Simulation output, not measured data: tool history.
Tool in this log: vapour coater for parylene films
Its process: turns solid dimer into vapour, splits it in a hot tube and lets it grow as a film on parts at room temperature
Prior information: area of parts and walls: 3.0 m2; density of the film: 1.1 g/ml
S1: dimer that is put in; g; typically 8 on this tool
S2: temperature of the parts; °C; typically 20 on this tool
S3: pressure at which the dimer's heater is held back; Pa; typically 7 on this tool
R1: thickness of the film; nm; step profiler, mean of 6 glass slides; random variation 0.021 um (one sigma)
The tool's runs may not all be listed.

| run | hour | S1 | S2 | S3 | R1 |
|---|---|---|---|---|---|
| 1 | 0 | 8 | 20 | 7 | 1520 |
| 2 | 19.9 | 8 | 20 | 7 | 1520 |
| 3 | 39.8 | 8 | 20 | 7 | 1560 |
| 4 | 51.6 | 4 | 20 | 7 | 790 |
| 5 | 63.3 | 4 | 20 | 11.67 | 720 |
| 6 | 72.9 | 4 | 20 | 11.67 | 710 |
| 7 | 84.2 | 4 | 20 | 11.67 | 690 |
| 8 | 92.4 | 4 | 20 | 11.67 | 730 |
| 9 | 109.1 | 4 | 20 | 11.67 | 700 |
| 10 | 128.1 | 4 | 20 | 11.67 | 710 |
| 11 | 143.6 | 8 | 20 | 11.83 | 1380 |
| 12 | 160.9 | 5 | 20 | 7 | 950 |
| 13 | 171.1 | 5 | 20 | 7 | 960 |
|  | 182.4 | trap's valve overhauled |
| 14 | 187 | 7 | 20 | 7 | 1430 |
| 15 | 201.6 | 7 | 20 | 7 | 1430 |
| 16 | 211.6 | 7 | 20 | 7 | 1400 |
| 17 | 227.2 | 7 | 16 | 5.38 | 1580 |
| 18 | 238 | 13 | 25 | 4.71 | 2530 |

Forecast run 19:
| 19 | 257.2 | 8 | 13 | 3.37 | ? |

R1: 2160 nm
Take away the tool's hidden state, keep the run-to-run variation as it was, and the same run would have given R1 2190 nm.
